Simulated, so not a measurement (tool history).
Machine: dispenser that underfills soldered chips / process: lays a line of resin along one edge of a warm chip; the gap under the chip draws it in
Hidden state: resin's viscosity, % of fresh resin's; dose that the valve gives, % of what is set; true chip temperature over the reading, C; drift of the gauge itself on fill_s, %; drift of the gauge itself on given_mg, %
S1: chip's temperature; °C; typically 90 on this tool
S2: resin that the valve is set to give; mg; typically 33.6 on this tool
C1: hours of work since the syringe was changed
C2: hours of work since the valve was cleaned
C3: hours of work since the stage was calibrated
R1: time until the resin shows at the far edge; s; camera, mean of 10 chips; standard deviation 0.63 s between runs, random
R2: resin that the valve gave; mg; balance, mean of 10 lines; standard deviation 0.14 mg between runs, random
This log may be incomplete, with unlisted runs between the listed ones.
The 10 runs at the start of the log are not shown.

{"hour": 32.8, "done": "new syringe of resin"}
{"hour": 35.0, "done": "dispensing valve cleaned and set on the balance"}
{"run": 11, "hour": 37.7, "S1": 90, "S2": 33.6, "C1": 3, "C2": 2, "C3": 31, "R1": 63.3, "R2": 33.78}
{"run": 12, "hour": 41.7, "S1": 90, "S2": 33.6, "C1": 5, "C2": 4, "C3": 34, "R1": 68.8, "R2": 33.64}
{"run": 13, "hour": 45.2, "S1": 90, "S2": 38.1, "C1": 8, "C2": 7, "C3": 36, "R1": 73.8, "R2": 38.02}
{"hour": 48.4, "done": "new syringe of resin"}
{"run": 14, "hour": 50.3, "S1": 90, "S2": 38.1, "C1": 1, "C2": 10, "C3": 39, "R1": 59.5, "R2": 37.95}
{"run": 15, "hour": 55.1, "S1": 90, "S2": 36.7, "C1": 4, "C2": 13, "C3": 42, "R1": 67.9, "R2": 36.51}
{"run": 16, "hour": 57.5, "S1": 95, "S2": 33.6, "C1": 6, "C2": 15, "C3": 44, "R1": 61, "R2": 33.52}
{"run": 17, "hour": 62.2, "S1": 90, "S2": 33.6, "C1": 9, "C2": 18, "C3": 47, "R1": 84.7, "R2": 33.26}
{"hour": 63.0, "done": "new syringe of resin"}
{"run": 18, "hour": 65.4, "S1": 90, "S2": 33.6, "C1": 2, "C2": 20, "C3": 49, "R1": 60.8, "R2": 33.02}
{"run": 19, "hour": 70.3, "S1": 95, "S2": 33.6, "C1": 5, "C2": 23, "C3": 52, "R1": 55.8, "R2": 33.05}
{"run": 20, "hour": 73.0, "S1": 95, "S2": 33.6, "C1": 7, "C2": 25, "C3": 54, "R1": 61.2, "R2": 33.01}
{"run": 21, "hour": 76.6, "S1": 91, "S2": 35.7, "C1": 9, "C2": 27, "C3": 57, "R1": 78.2, "R2": 34.99}
{"hour": 77.7, "done": "new syringe of resin"}
{"run": 22, "hour": 79.1, "S1": 91, "S2": 35.7, "C1": 1, "C2": 29, "C3": 58, "R1": 54.9, "R2": 35.13}
{"run": 23, "hour": 82.7, "S1": 102, "S2": 31.9, "C1": 3, "C2": 31, "C3": 60, "R1": 40.5, "R2": 31.16}
{"run": 24, "hour": 87.4, "S1": 96, "S2": 29.2, "C1": 6, "C2": 34, "C3": 63, "R1": 58.8, "R2": 28.44}
{"run": 25, "hour": 90.3, "S1": 76, "S2": 36.2, "C1": 8, "C2": 36, "C3": 65, "R1": 137.5, "R2": 35.05}
{"hour": 92.4, "done": "new syringe of resin"}
{"run": 26, "hour": 92.8, "S1": 76, "S2": 36.2, "C1": 0, "C2": 38, "C3": 67, "R1": 99.3, "R2": 34.93}
{"run": 27, "hour": 96.9, "S1": 82, "S2": 30.7, "C1": 3, "C2": 40, "C3": 70, "R1": 87.6, "R2": 29.62}
{"run": 28, "hour": 101.9, "S1": 82, "S2": 30.7, "C1": 6, "C2": 44, "C3": 73, "R1": 101.8, "R2": 29.65}
{"run": 29, "hour": 104.5, "S1": 98, "S2": 32.5, "C1": 8, "C2": 45, "C3": 75, "R1": 58.1, "R2": 31.6}

Run 30 has not been measured yet. What should we expect?
{"hour": 106.8, "done": "new syringe of resin"}
{"run": 30, "hour": 107.4, "S1": 98, "S2": 32.5, "C1": 0, "C2": 47, "C3": 76, "R1": "?", "R2": "?"}

{"run 30": {"R1": 41.4, "R2": 31.52}}
With no hidden state in the tool, this same run would have given R1 40.3 s, R2 32.57 mg.
